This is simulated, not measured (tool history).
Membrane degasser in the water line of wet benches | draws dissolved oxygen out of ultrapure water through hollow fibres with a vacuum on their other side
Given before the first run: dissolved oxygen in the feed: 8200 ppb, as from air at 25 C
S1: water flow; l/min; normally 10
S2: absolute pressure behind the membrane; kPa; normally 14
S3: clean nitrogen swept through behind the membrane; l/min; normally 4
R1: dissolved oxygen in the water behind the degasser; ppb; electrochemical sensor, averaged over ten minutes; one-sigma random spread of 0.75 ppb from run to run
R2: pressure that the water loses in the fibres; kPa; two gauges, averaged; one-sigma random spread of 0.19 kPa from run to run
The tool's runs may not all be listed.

run	hour	S1	S2	S3	R1	R2
1	0	10	14	4	75.2	38.24
2	171.4	10	14	4	73.4	37.92
3	269.5	10	14	4	73.6	38.15
4	402.6	10	14	4	74.6	38.03
5	605.2	10	14	4	73.7	38.39
6	772.3	10	14	4	73.3	37.95
7	976.6	10	14	4.09	71.7	38.04
8	1079.3	7	14	3.71	57.1	26.66
9	1205.5	12	21.3	11.18	58	45.91
10	1328.2	13	20	7.48	82.5	49.63

Branching from run 10: 4 alternative next runs. What would each branch give?
A	1480.6	7	12.4	2.74	?	?
B	1480.6	11	20	1.96	?	?
C	1480.6	11	20	3.78	?	?
D	1480.6	13	18	7.48	?	?

run	R1	R2
A	66	26.71
B	243.7	42.25
C	132	42.24
D	75.2	49.54
Without the tool's hidden state the same runs would have given:
run	R1	R2
A	58.5	26.1
B	226.9	41.28
C	122	41.28
D	69.7	48.41

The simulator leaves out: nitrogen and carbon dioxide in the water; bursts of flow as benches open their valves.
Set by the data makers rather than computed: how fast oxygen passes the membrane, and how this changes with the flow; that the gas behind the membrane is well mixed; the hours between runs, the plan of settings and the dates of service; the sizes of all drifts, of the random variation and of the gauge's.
